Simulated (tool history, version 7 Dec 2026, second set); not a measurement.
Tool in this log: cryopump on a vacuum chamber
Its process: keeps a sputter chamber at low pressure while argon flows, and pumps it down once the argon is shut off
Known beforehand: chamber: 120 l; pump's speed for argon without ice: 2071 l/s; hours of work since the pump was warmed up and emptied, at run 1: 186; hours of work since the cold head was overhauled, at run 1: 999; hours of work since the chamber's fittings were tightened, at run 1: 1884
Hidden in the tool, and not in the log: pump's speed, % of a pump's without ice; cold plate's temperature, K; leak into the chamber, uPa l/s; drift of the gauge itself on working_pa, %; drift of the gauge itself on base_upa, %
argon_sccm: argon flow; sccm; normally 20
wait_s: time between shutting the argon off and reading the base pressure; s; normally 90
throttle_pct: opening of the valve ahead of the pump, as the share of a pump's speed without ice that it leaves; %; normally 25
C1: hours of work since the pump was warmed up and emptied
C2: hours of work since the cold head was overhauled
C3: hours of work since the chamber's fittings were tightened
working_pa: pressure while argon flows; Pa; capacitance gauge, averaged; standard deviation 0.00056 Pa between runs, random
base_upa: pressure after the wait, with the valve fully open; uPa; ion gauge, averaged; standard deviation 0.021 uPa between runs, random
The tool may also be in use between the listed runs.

Run 1, hour 0: usual settings; C1 186; C2 999; C3 1884. Result: working_pa 0.0663 Pa, base_upa 1.14 uPa.
Run 2, hour 26.2: usual settings but argon_sccm 28 sccm; C1 208; C2 1021; C3 1906. Result: working_pa 0.0932 Pa, base_upa 1.22 uPa.
Run 3, hour 59.3: usual settings but argon_sccm 28 sccm; C1 235; C2 1049; C3 1934. Result: working_pa 0.0934 Pa, base_upa 1.2 uPa.
Run 4, hour 78.4: usual settings but argon_sccm 28 sccm; C1 251; C2 1065; C3 1950. Result: working_pa 0.0949 Pa, base_upa 1.22 uPa.
Run 5, hour 108.5: usual settings but argon_sccm 11 sccm; C1 276; C2 1090; C3 1975. Result: working_pa 0.0371 Pa, base_upa 1.23 uPa.
Run 6, hour 130.1: usual settings but argon_sccm 11 sccm; C1 295; C2 1108; C3 1993. Result: working_pa 0.0367 Pa, base_upa 1.27 uPa.
Run 7, hour 157.2: usual settings but argon_sccm 11 sccm; C1 317; C2 1131; C3 2016. Result: working_pa 0.0377 Pa, base_upa 1.29 uPa.
Run 8, hour 185.5: usual settings; C1 341; C2 1154; C3 2039. Result: working_pa 0.0688 Pa, base_upa 1.31 uPa.
Run 9, hour 217.6: usual settings; C1 368; C2 1181; C3 2066. Result: working_pa 0.0676 Pa, base_upa 1.34 uPa.
Run 10, hour 250.9: usual settings but argon_sccm 33 sccm, throttle_pct 48 %; C1 396; C2 1209; C3 2094. Result: working_pa 0.0607 Pa, base_upa 1.34 uPa.
Run 11, hour 268.5: usual settings but argon_sccm 33 sccm, throttle_pct 20 %; C1 410; C2 1224; C3 2109. Result: working_pa 0.1392 Pa, base_upa 1.29 uPa.
Run 12, hour 295.7: usual settings but argon_sccm 33 sccm, wait_s 82 s, throttle_pct 59 %; C1 433; C2 1246; C3 2131. Result: working_pa 0.0522 Pa, base_upa 1.43 uPa.
Run 13, hour 330.7: usual settings but argon_sccm 40 sccm, wait_s 191 s, throttle_pct 37 %; C1 462; C2 1276; C3 2161. Result: working_pa 0.096 Pa, base_upa 1.24 uPa.
Run 14, hour 362.7: usual settings but argon_sccm 34 sccm, wait_s 37 s, throttle_pct 51 %; C1 489; C2 1303; C3 2187. Result: working_pa 0.0607 Pa, base_upa 1.86 uPa.
Run 15, hour 384.7: usual settings but argon_sccm 34 sccm, wait_s 122 s, throttle_pct 51 %; C1 507; C2 1321; C3 2206. Result: working_pa 0.0607 Pa, base_upa 1.35 uPa.
Run 16, hour 405.6: usual settings but argon_sccm 30 sccm, wait_s 140 s; C1 525; C2 1338; C3 2223. Result: working_pa 0.104 Pa, base_upa 1.37 uPa.

Forecast each of these 3 alternatives for the next run:
Run A, hour 433.2: usual settings but argon_sccm 8 sccm; C1 548; C2 1361; C3 2246. Result: working_pa ?, base_upa ?.
Run B, hour 433.2: usual settings but argon_sccm 29 sccm, throttle_pct 37 %; C1 548; C2 1361; C3 2246. Result: working_pa ?, base_upa ?.
Run C, hour 433.2: usual settings but wait_s 175 s, throttle_pct 39 %; C1 548; C2 1361; C3 2246. Result: working_pa ?, base_upa ?.

run  working_pa  base_upa
  A      0.0269      1.54
  B      0.0706      1.46
  C      0.0458      1.33
With no hidden state in the tool, these same runs would have given:
run  working_pa  base_upa
  A      0.0252      0.48
  B      0.0642      0.45
  C      0.0415      0.33
